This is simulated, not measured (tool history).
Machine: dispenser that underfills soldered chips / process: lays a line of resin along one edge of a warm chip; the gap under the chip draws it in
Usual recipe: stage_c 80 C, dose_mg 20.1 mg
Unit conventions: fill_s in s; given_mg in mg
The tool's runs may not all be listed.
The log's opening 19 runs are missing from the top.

run     day  stage_c  dose_mg  hours of work since the syringe was changed  hours of work since the valve was cleaned  hours of work since the stage was calibrated  fill_s  given_mg
      7.429  -- new syringe of resin
 20   7.496       68     25.9                                            1                                         71                                           400   324.3     24.54
      7.762  -- new syringe of resin
 21   7.762       68     25.9                                            0                                         75                                           405   304.3     24.71
      8.092  -- new syringe of resin
 22   8.242       73     24.8                                            3                                         84                                           414   302.6     23.38
      8.425  -- new syringe of resin
 23   8.675       79     22.8                                            5                                         93                                           422   293.1     21.22
      8.746  -- new syringe of resin
      9.075  -- new syringe of resin
 24   9.117       73     20.9                                            1                                        101                                           430   275.2     19.38
      9.412  -- new syringe of resin
 25   9.588       71     18.7                                            3                                        109                                           438   348.5     17.30
      9.733  -- new syringe of resin
 26   9.867       85     21.0                                            3                                        114                                           444   217.5     19.26
     10.062  -- new syringe of resin
 27  10.254       95     20.1                                            4                                        122                                           451   181.2     18.59
     10.383  -- new syringe of resin
     10.650  -- dispensing valve cleaned and set on the balance
     10.783  -- new syringe of resin
 28  10.817       95     20.1                                            1                                          3                                           460   148.2     19.93
     11.129  -- new syringe of resin
 29  11.225       80     24.8                                            2                                         11                                           468   232.7     24.67
     11.454  -- new syringe of resin
     11.804  -- new syringe of resin
 30  11.825       79     19.9                                            0                                         22                                           479   231.8     19.59
     12.154  -- new syringe of resin
 31  12.167       66     24.8                                            0                                         28                                           485   323.8     24.32
     12.483  -- new syringe of resin
 32  12.704       94     17.7                                            4                                         38                                           495   194.5     17.26
     12.825  -- new syringe of resin
     13.158  -- new syringe of resin
 33  13.208       87     25.2                                            1                                         47                                           505   187.3     24.18
     13.479  -- new syringe of resin
 34  13.629       70     24.5                                            3                                         55                                           512   319.9     23.50

Alternative continuations, all from the tool just after run 34; predict every row:
     13.800  -- new syringe of resin
  A  14.062       78     24.0                                            5                                         63                                           520       ?         ?
     13.800  -- new syringe of resin
  B  14.062       94     19.8                                            5                                         63                                           520       ?         ?
     13.800  -- new syringe of resin
  C  14.062       80     18.3                                            5                                         63                                           520       ?         ?

run  fill_s  given_mg
  A   296.3     22.90
  B   199.5     19.00
  C   295.0     17.33
The same runs, with their run-to-run variation unchanged, on a tool lacking any hidden condition would have given:
run  fill_s  given_mg
  A   233.4     24.01
  B   155.5     19.91
  C   230.1     18.17
